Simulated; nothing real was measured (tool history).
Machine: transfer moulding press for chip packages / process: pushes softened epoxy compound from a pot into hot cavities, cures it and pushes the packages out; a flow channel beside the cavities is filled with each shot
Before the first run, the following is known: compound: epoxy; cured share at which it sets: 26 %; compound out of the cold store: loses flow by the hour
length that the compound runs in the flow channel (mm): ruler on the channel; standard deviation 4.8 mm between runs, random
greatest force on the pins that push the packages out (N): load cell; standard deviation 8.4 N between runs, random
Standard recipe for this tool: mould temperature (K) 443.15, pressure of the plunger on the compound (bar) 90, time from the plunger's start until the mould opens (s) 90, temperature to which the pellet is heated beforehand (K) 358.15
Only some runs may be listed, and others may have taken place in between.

run   hour  mould temperature (K)  pressure of the plunger on the compound (bar)  time from the plunger's start until the mould opens (s)  temperature to which the pellet is heated beforehand (K)  incoming compound's hours out of the cold store  length that the compound runs in the flow channel (mm)  greatest force on the pins that push the packages out (N)
  1      0                 443.15                                             90                                                       90                                                    358.15                                             43.8                                                     582                                                        355
  2   27.2                 443.15                                             90                                                       90                                                    358.15                                             10.3                                                     666                                                        399
  3   55.8                 448.15                                             90                                                       90                                                    358.15                                             33.6                                                     597                                                        314
  4   83.9                 443.15                                           87.6                                                       90                                                    358.15                                             25.7                                                     619                                                        382
  5  115.2                 443.15                                             90                                                       90                                                    363.15                                             46.3                                                     574                                                        372
  6  140.3                 443.15                                             90                                                       90                                                    363.15                                             24.4                                                     634                                                        375
  7  163.4                 443.15                                             90                                                       90                                                    363.15                                             19.2                                                     645                                                        375
  8  192.1                 443.15                                             90                                                       90                                                    363.15                                             17.9                                                     652                                                        390
  9  216.1                 443.15                                             90                                                       90                                                    351.15                                               15                                                     656                                                        398
 10  252.9                 443.15                                             90                                                       90                                                    358.15                                             40.2                                                     596                                                        373
 11  270.4                 443.15                                             90                                                       90                                                    358.15                                             31.1                                                     611                                                        386
 12  303.9                 443.15                                             90                                                       90                                                    358.15                                             17.4                                                     647                                                        384
 13  334.8                 443.15                                             90                                                       77                                                    358.15                                               32                                                     619                                                        539
 14  354.8                 443.15                                             90                                                       77                                                    358.15                                             35.7                                                     604                                                        530
 15  380.2                 445.15                                             90                                                       90                                                    357.15                                             16.8                                                     651                                                        339
 16  400.4                 445.15                                             90                                                       90                                                    357.15                                             18.7                                                     648                                                        342
 17  420.1                 445.15                                           89.1                                                       90                                                    358.15                                             26.5                                                     614                                                        348
 18  457.7                 448.15                                             74                                                       90                                                    365.15                                             11.2                                                     608                                                        310
 19  490.2                 448.15                                             74                                                       90                                                    365.15                                              8.6                                                     598                                                        298
 20  515.7                 448.15                                          106.2                                                       90                                                    350.15                                             27.3                                                     668                                                        310
 21  531.5                 448.15                                          106.2                                                       90                                                    350.15                                             12.6                                                     712                                                        332
 22  564.7                 443.15                                           98.9                                                       98                                                    357.15                                             16.1                                                     681                                                        338
 23  592.1                 443.15                                           94.2                                                      118                                                    357.15                                              8.9                                                     692                                                        284
 24    623                 439.15                                             90                                                       83                                                    358.15                                               19                                                     651                                                        587
 25  652.1                 440.15                                          108.9                                                       84                                                    358.15                                             30.3                                                     682                                                        540
 26  672.9                 440.15                                          108.9                                                       84                                                    358.15                                              9.9                                                     742                                                        590
 27  692.6                 443.15                                           80.4                                                       90                                                    354.15                                             12.2                                                     634                                                        403
 28  722.8                 443.15                                           80.4                                                       90                                                    354.15                                             43.6                                                     546                                                        370

Not shown: 10 entries that the log had between the listed runs. Between which runs, and how does the tool's hidden state differ before and after?
In the gap between runs 2 and 3: cavities cleaned with cleaning compound and waxed (hour 51.2)
  pressure that reaches the compound, % of what is set: 99.84 -> 99.82; grip of the stained cavities, % over clean ones': 0.6 -> 0.1
In the gap between runs 5 and 6: cavities cleaned with cleaning compound and waxed (hour 126)
  pressure that reaches the compound, % of what is set: 99.77 -> 99.76; grip of the stained cavities, % over clean ones': 0.7 -> 0.3
In the gap between runs 8 and 9: cavities cleaned with cleaning compound and waxed (hour 202.4)
  pressure that reaches the compound, % of what is set: 99.72 -> 99.7; grip of the stained cavities, % over clean ones': 0.7 -> 0.3
In the gap between runs 11 and 12: cavities cleaned with cleaning compound and waxed (hour 276.7)
  pressure that reaches the compound, % of what is set: 99.66 -> 99.63; grip of the stained cavities, % over clean ones': 0.7 -> 0.4
In the gap between runs 13 and 14: cavities cleaned with cleaning compound and waxed (hour 351.4)
  pressure that reaches the compound, % of what is set: 99.61 -> 99.6; grip of the stained cavities, % over clean ones': 0.7 -> 0.1
In the gap between runs 17 and 18: cavities cleaned with cleaning compound and waxed (hour 428.3)
  pressure that reaches the compound, % of what is set: 99.55 -> 99.52; grip of the stained cavities, % over clean ones': 0.7 -> 0.4
In the gap between runs 18 and 19: plunger's sealing rings changed (hour 466.9)
  pressure that reaches the compound, % of what is set: 99.52 -> 99.98; grip of the stained cavities, % over clean ones': 0.4 -> 0.7
In the gap between runs 19 and 20: cavities cleaned with cleaning compound and waxed (hour 507.8)
  pressure that reaches the compound, % of what is set: 99.98 -> 99.96; grip of the stained cavities, % over clean ones': 0.7 -> 0.2
In the gap between runs 22 and 23: cavities cleaned with cleaning compound and waxed (hour 582.1)
  pressure that reaches the compound, % of what is set: 99.92 -> 99.9; grip of the stained cavities, % over clean ones': 0.7 -> 0.2
In the gap between runs 25 and 26: cavities cleaned with cleaning compound and waxed (hour 658.7)
  pressure that reaches the compound, % of what is set: 99.86 -> 99.84; grip of the stained cavities, % over clean ones': 0.7 -> 0.2
